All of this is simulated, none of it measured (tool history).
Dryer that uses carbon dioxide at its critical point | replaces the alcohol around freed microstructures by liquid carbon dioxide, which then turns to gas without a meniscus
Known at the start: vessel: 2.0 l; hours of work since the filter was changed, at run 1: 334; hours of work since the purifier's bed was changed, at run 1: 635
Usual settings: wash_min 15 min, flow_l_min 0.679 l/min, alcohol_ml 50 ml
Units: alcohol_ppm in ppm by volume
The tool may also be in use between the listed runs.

run   hour  wash_min  flow_l_min  alcohol_ml  hours of work since the filter was changed  hours of work since the purifier's bed was changed  alcohol_ppm
  1      0        15       0.679          50                                         334                                                 635          655
  2   25.8        15       0.679          88                                         353                                                 654         1100
  3   40.8        15       0.679          50                                         364                                                 665          702
  4   57.9        15       0.679          62                                         376                                                 677          827
  5   86.4        15       0.679          62                                         396                                                 697          843
  6  114.1        15       0.679          62                                         416                                                 717          863
  7  126.3        15       0.769          50                                         425                                                 726          500
  8  141.8        15       0.679          44                                         436                                                 737          652
  9  158.5        15       0.679          50                                         448                                                 749          740
 10  185.2        18       0.679          50                                         468                                                 769          413
 11  199.4        17       0.679          50                                         478                                                 779          518
 12  216.7        17       0.679          50                                         490                                                 791          517
 13  234.6        15       0.553          50                                         503                                                 804         1424
 14  254.6        15       0.553          50                                         517                                                 818         1492
 15  277.1        15       0.803          20                                         534                                                 835          255
     284.8  -- inlet filter changed
 16  290.3        15       0.803          20                                           4                                                 843          205
 17  304.9        15       0.803          20                                          14                                                 854          203
 18  334.4        12       0.511          99                                          36                                                 875         4469
 19  357.9        21       0.826          99                                          53                                                 892          181
 20  375.7        21       0.826          99                                          65                                                 905          193
 21  401.4        21       0.826          99                                          84                                                 923          185
 22  424.8        21       0.826          99                                         101                                                 940          200
 23    451        10       0.637         108                                         119                                                 959         4750
 24    475        10       0.637         108                                         137                                                 976         4628
 25  487.6        10       0.637         108                                         146                                                 985         4638

Forecast each of these 4 alternatives for the next run:
  A  515.2        11       0.691          50                                         166                                                1005            ?
  B  515.2        10       0.503          22                                         166                                                1005            ?
  C  515.2        15       0.771          83                                         166                                                1005            ?
  D  515.2        16       0.547          28                                         166                                                1005            ?

run  alcohol_ppm
  A         1420
  B         1741
  C          616
  D          641
Without the tool's hidden state the same runs would have given:
run  alcohol_ppm
  A         1130
  B         1468
  C          389
  D          429

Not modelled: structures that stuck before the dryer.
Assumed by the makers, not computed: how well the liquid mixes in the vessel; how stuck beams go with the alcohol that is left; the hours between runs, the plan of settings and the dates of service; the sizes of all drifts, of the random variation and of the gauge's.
